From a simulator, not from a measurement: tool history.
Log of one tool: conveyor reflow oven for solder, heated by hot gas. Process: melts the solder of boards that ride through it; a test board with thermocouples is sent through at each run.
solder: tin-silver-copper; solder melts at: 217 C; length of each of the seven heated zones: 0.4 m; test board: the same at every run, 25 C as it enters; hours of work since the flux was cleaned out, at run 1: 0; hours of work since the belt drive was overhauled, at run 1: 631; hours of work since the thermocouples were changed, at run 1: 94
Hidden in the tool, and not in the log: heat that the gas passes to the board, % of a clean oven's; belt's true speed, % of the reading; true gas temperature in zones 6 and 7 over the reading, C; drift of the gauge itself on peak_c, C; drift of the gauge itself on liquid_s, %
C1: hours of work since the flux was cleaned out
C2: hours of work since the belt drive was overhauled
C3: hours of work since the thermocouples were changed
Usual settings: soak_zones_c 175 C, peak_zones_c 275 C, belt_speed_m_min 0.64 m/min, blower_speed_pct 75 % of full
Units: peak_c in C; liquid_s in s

Run 1, day 0: usual settings; C1 0; C2 631; C3 94. Result: peak_c 263.7 C, liquid_s 64.66 s.
Run 2, day 2.167: usual settings; C1 29; C2 660; C3 123. Result: peak_c 263.7 C, liquid_s 64.45 s.
Run 3, day 3.096: usual settings but soak_zones_c 178 C; C1 42; C2 672; C3 135. Result: peak_c 264 C, liquid_s 65.66 s.
Run 4, day 4.388: usual settings but soak_zones_c 178 C; C1 59; C2 690; C3 153. Result: peak_c 263.9 C, liquid_s 65.7 s.
Run 5, day 5.317: usual settings but soak_zones_c 178 C; C1 72; C2 702; C3 165. Result: peak_c 263.9 C, liquid_s 65.63 s.
Run 6, day 7.058: usual settings; C1 95; C2 726; C3 189. Result: peak_c 263.3 C, liquid_s 64.55 s.
Run 7, day 8.612: usual settings; C1 116; C2 747; C3 210. Result: peak_c 263.2 C, liquid_s 64.43 s.
Run 8, day 9.608: usual settings; C1 130; C2 760; C3 223. Result: peak_c 263.2 C, liquid_s 64.47 s.
Run 9, day 11.108: usual settings; C1 150; C2 781; C3 244. Result: peak_c 263.2 C, liquid_s 64.44 s.
Run 10, day 12.162: usual settings but peak_zones_c 265 C; C1 164; C2 795; C3 258. Result: peak_c 254.1 C, liquid_s 59.5 s.
Run 11, day 14.117: usual settings but peak_zones_c 265 C; C1 191; C2 821; C3 284. Result: peak_c 254.2 C, liquid_s 59.48 s.
Run 12, day 15.508: usual settings; C1 209; C2 840; C3 303. Result: peak_c 263.1 C, liquid_s 64.39 s.
Run 13, day 17.533: usual settings but blower_speed_pct 62 % of full; C1 237; C2 867; C3 331. Result: peak_c 259.7 C, liquid_s 62.14 s.
Run 14, day 18.588: usual settings but blower_speed_pct 62 % of full; C1 251; C2 882; C3 345. Result: peak_c 259.8 C, liquid_s 61.99 s.
Run 15, day 19.896: usual settings but blower_speed_pct 62 % of full; C1 269; C2 899; C3 362. Result: peak_c 259.5 C, liquid_s 62.02 s.
Run 16, day 22.142: usual settings but soak_zones_c 174 C, peak_zones_c 269 C, belt_speed_m_min 0.645 m/min, blower_speed_pct 58 % of full; C1 299; C2 930; C3 393. Result: peak_c 252.6 C, liquid_s 56.69 s.
Run 17, day 23.617: usual settings but soak_zones_c 174 C, peak_zones_c 269 C, belt_speed_m_min 0.543 m/min, blower_speed_pct 58 % of full; C1 319; C2 950; C3 413. Result: peak_c 257.4 C, liquid_s 72.41 s.
Run 18, day 25.812: usual settings but soak_zones_c 163 C, belt_speed_m_min 0.579 m/min; C1 349; C2 979; C3 442. Result: peak_c 263.5 C, liquid_s 68.18 s.

Run 19 comes next. What will it give?
Run 19, day 27.475: usual settings but soak_zones_c 163 C, belt_speed_m_min 0.579 m/min; C1 371; C2 1002; C3 465. Result: peak_c ?, liquid_s ?.

Run 19 gave peak_c 263.6 C, liquid_s 68.25 s.
Without the tool's hidden state the same run would have given peak_c 265 C, liquid_s 68.34 s.

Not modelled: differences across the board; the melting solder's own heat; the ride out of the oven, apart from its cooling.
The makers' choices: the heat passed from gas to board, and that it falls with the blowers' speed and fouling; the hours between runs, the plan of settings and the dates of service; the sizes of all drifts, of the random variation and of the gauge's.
